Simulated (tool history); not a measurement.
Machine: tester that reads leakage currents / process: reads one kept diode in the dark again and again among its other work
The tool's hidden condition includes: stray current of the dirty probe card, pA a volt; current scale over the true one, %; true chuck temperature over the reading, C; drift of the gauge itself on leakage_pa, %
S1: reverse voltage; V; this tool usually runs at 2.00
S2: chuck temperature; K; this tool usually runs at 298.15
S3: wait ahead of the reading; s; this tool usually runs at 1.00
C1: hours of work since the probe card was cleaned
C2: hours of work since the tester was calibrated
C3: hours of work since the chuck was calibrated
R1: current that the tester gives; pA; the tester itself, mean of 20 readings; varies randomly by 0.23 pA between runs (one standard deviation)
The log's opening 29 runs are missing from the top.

run 30 hour=3154.2 | S1=1.18 S2=323.15 S3=0.30 | C1=363 C2=1075 C3=334 | R1=341.74
run 31 hour=3275.9 | S1=8.67 S2=298.15 S3=3.02 | C1=456 C2=1169 C3=427 | R1=158.84
run 32 hour=3351.2 | S1=2.00 S2=294.15 S3=1.00 | C1=513 C2=1226 C3=485 | R1=53.35
run 33 hour=3478.4 | S1=1.13 S2=294.15 S3=8.09 | C1=611 C2=1323 C3=582 | R1=38.53
-- hour=3551.0 chuck's temperature calibrated
run 34 hour=3585.3 | S1=1.34 S2=294.15 S3=8.09 | C1=691 C2=1404 C3=26 | R1=46.89
run 35 hour=3715.5 | S1=1.34 S2=294.15 S3=8.09 | C1=790 C2=1503 C3=126 | R1=46.17
run 36 hour=3849.1 | S1=5.25 S2=294.15 S3=1.10 | C1=893 C2=1605 C3=228 | R1=95.73
run 37 hour=3952.8 | S1=3.77 S2=294.15 S3=1.75 | C1=972 C2=1685 C3=307 | R1=77.85
run 38 hour=4046.2 | S1=3.77 S2=294.15 S3=1.75 | C1=1043 C2=1756 C3=379 | R1=77.60
run 39 hour=4110.3 | S1=3.77 S2=294.15 S3=1.75 | C1=1092 C2=1805 C3=428 | R1=76.93

Consider 4 possible next runs. They are alternatives, not a sequence: every one starts from the tool as it was left by run 39. What does each give?
run A hour=4234.4 | S1=2.00 S2=320.15 S3=5.31 | C1=1187 C2=1900 C3=523 | R1=?
run B hour=4234.4 | S1=6.63 S2=313.15 S3=0.43 | C1=1187 C2=1900 C3=523 | R1=?
run C hour=4234.4 | S1=7.84 S2=322.15 S3=1.94 | C1=1187 C2=1900 C3=523 | R1=?
run D hour=4234.4 | S1=16.89 S2=330.15 S3=9.61 | C1=1187 C2=1900 C3=523 | R1=?

run=A R1=347.31
run=B R1=404.90
run=C R1=811.69
run=D R1=2043.30
Take away the tool's hidden state, keep each run's random variation, and the runs would have read:
run=A R1=376.20
run=B R1=431.94
run=C R1=871.52
run=D R1=2187.64
